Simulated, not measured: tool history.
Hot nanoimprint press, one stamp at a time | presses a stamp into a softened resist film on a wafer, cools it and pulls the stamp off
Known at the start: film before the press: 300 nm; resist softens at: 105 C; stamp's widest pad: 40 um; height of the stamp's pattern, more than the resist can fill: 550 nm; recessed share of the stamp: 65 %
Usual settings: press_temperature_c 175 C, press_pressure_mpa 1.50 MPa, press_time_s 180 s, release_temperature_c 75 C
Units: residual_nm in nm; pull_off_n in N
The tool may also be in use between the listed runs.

run 1 day=0.000 | press_temperature_c=175 press_pressure_mpa=1.50 press_time_s=180 release_temperature_c=75 | residual_nm=112.4 pull_off_n=246
run 2 day=2.538 | press_temperature_c=175 press_pressure_mpa=1.50 press_time_s=180 release_temperature_c=73 | residual_nm=111.3 pull_off_n=260
-- day=3.588 stamp cleaned and given a new release coat
run 3 day=4.700 | press_temperature_c=166 press_pressure_mpa=1.50 press_time_s=180 release_temperature_c=73 | residual_nm=173.8 pull_off_n=238
run 4 day=7.938 | press_temperature_c=166 press_pressure_mpa=1.50 press_time_s=180 release_temperature_c=73 | residual_nm=172.9 pull_off_n=245
run 5 day=9.979 | press_temperature_c=166 press_pressure_mpa=1.50 press_time_s=180 release_temperature_c=73 | residual_nm=171.7 pull_off_n=255
run 6 day=12.196 | press_temperature_c=175 press_pressure_mpa=1.50 press_time_s=180 release_temperature_c=75 | residual_nm=110.9 pull_off_n=247
-- day=13.846 stamp cleaned and given a new release coat
-- day=14.592 plate thermocouple calibrated
run 7 day=15.492 | press_temperature_c=175 press_pressure_mpa=1.50 press_time_s=180 release_temperature_c=75 | residual_nm=114.5 pull_off_n=235
run 8 day=17.412 | press_temperature_c=175 press_pressure_mpa=1.50 press_time_s=180 release_temperature_c=75 | residual_nm=114.5 pull_off_n=232
run 9 day=20.321 | press_temperature_c=175 press_pressure_mpa=1.50 press_time_s=180 release_temperature_c=75 | residual_nm=113.9 pull_off_n=245
run 10 day=23.029 | press_temperature_c=175 press_pressure_mpa=1.53 press_time_s=180 release_temperature_c=75 | residual_nm=112.6 pull_off_n=250
-- day=24.362 stamp cleaned and given a new release coat
run 11 day=26.746 | press_temperature_c=175 press_pressure_mpa=1.25 press_time_s=180 release_temperature_c=75 | residual_nm=123.5 pull_off_n=232
-- day=29.012 press's hydraulic seals changed and the load cell set to zero
run 12 day=29.071 | press_temperature_c=175 press_pressure_mpa=1.50 press_time_s=180 release_temperature_c=78 | residual_nm=109.9 pull_off_n=218
run 13 day=31.904 | press_temperature_c=175 press_pressure_mpa=1.50 press_time_s=180 release_temperature_c=81 | residual_nm=109.9 pull_off_n=214
-- day=33.604 plate thermocouple calibrated
run 14 day=33.604 | press_temperature_c=175 press_pressure_mpa=1.50 press_time_s=180 release_temperature_c=81 | residual_nm=114.2 pull_off_n=224
-- day=35.221 stamp cleaned and given a new release coat
run 15 day=35.796 | press_temperature_c=180 press_pressure_mpa=1.17 press_time_s=180 release_temperature_c=81 | residual_nm=100.7 pull_off_n=203
run 16 day=37.808 | press_temperature_c=180 press_pressure_mpa=1.17 press_time_s=180 release_temperature_c=81 | residual_nm=101.2 pull_off_n=206
run 17 day=40.371 | press_temperature_c=180 press_pressure_mpa=1.17 press_time_s=180 release_temperature_c=81 | residual_nm=101.5 pull_off_n=218
run 18 day=42.512 | press_temperature_c=175 press_pressure_mpa=1.50 press_time_s=180 release_temperature_c=73 | residual_nm=113.6 pull_off_n=258
-- day=45.538 stamp cleaned and given a new release coat
run 19 day=45.971 | press_temperature_c=175 press_pressure_mpa=1.50 press_time_s=180 release_temperature_c=73 | residual_nm=112.7 pull_off_n=231
run 20 day=49.354 | press_temperature_c=175 press_pressure_mpa=1.50 press_time_s=180 release_temperature_c=73 | residual_nm=112.6 pull_off_n=243
run 21 day=52.246 | press_temperature_c=175 press_pressure_mpa=1.50 press_time_s=180 release_temperature_c=73 | residual_nm=111.9 pull_off_n=257
-- day=52.608 plate thermocouple calibrated
run 22 day=54.100 | press_temperature_c=175 press_pressure_mpa=1.50 press_time_s=180 release_temperature_c=73 | residual_nm=114.0 pull_off_n=253
-- day=56.029 stamp cleaned and given a new release coat
run 23 day=56.975 | press_temperature_c=175 press_pressure_mpa=1.50 press_time_s=180 release_temperature_c=76 | residual_nm=113.3 pull_off_n=224
run 24 day=58.488 | press_temperature_c=175 press_pressure_mpa=1.50 press_time_s=180 release_temperature_c=76 | residual_nm=112.8 pull_off_n=226
run 25 day=60.308 | press_temperature_c=168 press_pressure_mpa=1.63 press_time_s=180 release_temperature_c=76 | residual_nm=154.2 pull_off_n=235
-- day=62.596 press's hydraulic seals changed and the load cell set to zero
run 26 day=63.062 | press_temperature_c=166 press_pressure_mpa=1.50 press_time_s=180 release_temperature_c=64 | residual_nm=170.8 pull_off_n=290
run 27 day=65.388 | press_temperature_c=175 press_pressure_mpa=1.50 press_time_s=136 release_temperature_c=75 | residual_nm=120.9 pull_off_n=245

The next listed run, before its measurement:
-- day=66.712 stamp cleaned and given a new release coat
run 28 day=68.138 | press_temperature_c=182 press_pressure_mpa=1.51 press_time_s=345 release_temperature_c=78 | residual_nm=? pull_off_n=?

Run 28 gave residual_nm 58.1 nm, pull_off_n 212 N.
Without the tool's hidden state the same run would have given residual_nm 60.6 nm, pull_off_n 212 N.

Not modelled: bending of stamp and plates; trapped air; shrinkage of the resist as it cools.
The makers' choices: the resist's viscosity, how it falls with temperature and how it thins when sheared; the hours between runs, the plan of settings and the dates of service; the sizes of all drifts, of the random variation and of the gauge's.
